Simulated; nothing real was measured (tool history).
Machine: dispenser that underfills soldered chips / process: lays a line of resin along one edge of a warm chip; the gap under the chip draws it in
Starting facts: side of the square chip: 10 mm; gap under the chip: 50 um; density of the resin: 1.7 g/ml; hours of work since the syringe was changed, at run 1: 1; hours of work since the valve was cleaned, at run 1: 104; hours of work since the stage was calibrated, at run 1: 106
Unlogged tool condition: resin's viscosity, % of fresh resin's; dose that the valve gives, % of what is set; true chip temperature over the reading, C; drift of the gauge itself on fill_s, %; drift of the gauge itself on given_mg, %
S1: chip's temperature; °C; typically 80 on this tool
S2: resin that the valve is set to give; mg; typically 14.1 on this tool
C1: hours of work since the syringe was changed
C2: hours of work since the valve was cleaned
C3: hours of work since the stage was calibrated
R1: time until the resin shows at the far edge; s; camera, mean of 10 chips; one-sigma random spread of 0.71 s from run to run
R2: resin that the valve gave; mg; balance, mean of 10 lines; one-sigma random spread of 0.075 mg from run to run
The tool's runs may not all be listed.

Run 1, day 0.000: usual settings; C1 1; C2 104; C3 106. Result: R1 64.6 s, R2 13.34 mg.
Run 2, day 0.200: usual settings; C1 4; C2 107; C3 109. Result: R1 74.9 s, R2 13.18 mg.
Run 3, day 0.421: usual settings; C1 7; C2 110; C3 112. Result: R1 85.8 s, R2 13.24 mg.
Run 4, day 0.650: usual settings; C1 10; C2 114; C3 116. Result: R1 96.6 s, R2 13.18 mg.
At day 0.733: new syringe of resin.
Run 5, day 0.846: usual settings; C1 2; C2 117; C3 118. Result: R1 69.4 s, R2 13.18 mg.
Run 6, day 0.983: usual settings; C1 4; C2 119; C3 120. Result: R1 75.3 s, R2 13.05 mg.
Run 7, day 1.125: usual settings but S1 74 °C, S2 12.5 mg; C1 6; C2 121; C3 123. Result: R1 108.8 s, R2 11.68 mg.
Run 8, day 1.329: usual settings but S1 79 °C, S2 13.8 mg; C1 9; C2 124; C3 126. Result: R1 96.7 s, R2 12.80 mg.
At day 1.517: new syringe of resin.
Run 9, day 1.554: usual settings but S1 79 °C, S2 13.8 mg; C1 1; C2 127; C3 129. Result: R1 68.6 s, R2 12.77 mg.
Run 10, day 1.700: usual settings but S1 79 °C, S2 15.9 mg; C1 3; C2 129; C3 131. Result: R1 73.2 s, R2 14.80 mg.
Run 11, day 1.875: usual settings but S1 69 °C, S2 16.5 mg; C1 5; C2 132; C3 134. Result: R1 127.8 s, R2 15.17 mg.

5 options for the next run, each taken on its own from the tool as it stands now. Forecast them:
At day 2.000: dispensing valve cleaned and set on the balance.
Run A, day 2.038: usual settings but S1 91 °C, S2 14.5 mg; C1 7; C2 1; C3 135. Result: R1 ?, R2 ?.
At day 2.000: dispensing valve cleaned and set on the balance.
Run B, day 2.038: usual settings but S2 13.7 mg; C1 7; C2 1; C3 135. Result: R1 ?, R2 ?.
At day 2.000: dispensing valve cleaned and set on the balance.
Run C, day 2.038: usual settings but S1 69 °C, S2 15.8 mg; C1 7; C2 1; C3 135. Result: R1 ?, R2 ?.
At day 2.000: dispensing valve cleaned and set on the balance.
Run D, day 2.038: usual settings but S2 15.8 mg; C1 7; C2 1; C3 135. Result: R1 ?, R2 ?.
At day 2.000: dispensing valve cleaned and set on the balance.
Run E, day 2.038: usual settings but S1 69 °C, S2 18.1 mg; C1 7; C2 1; C3 135. Result: R1 ?, R2 ?.

run     R1     R2
  A   54.9  14.53
  B   86.2  13.85
  C  135.9  15.71
  D   85.2  15.73
  E  137.2  18.16
Without the tool's unlogged condition, the same runs would have read:
run     R1     R2
  A   40.9  14.51
  B   64.3  13.82
  C  101.3  15.68
  D   63.6  15.70
  E  102.4  18.12

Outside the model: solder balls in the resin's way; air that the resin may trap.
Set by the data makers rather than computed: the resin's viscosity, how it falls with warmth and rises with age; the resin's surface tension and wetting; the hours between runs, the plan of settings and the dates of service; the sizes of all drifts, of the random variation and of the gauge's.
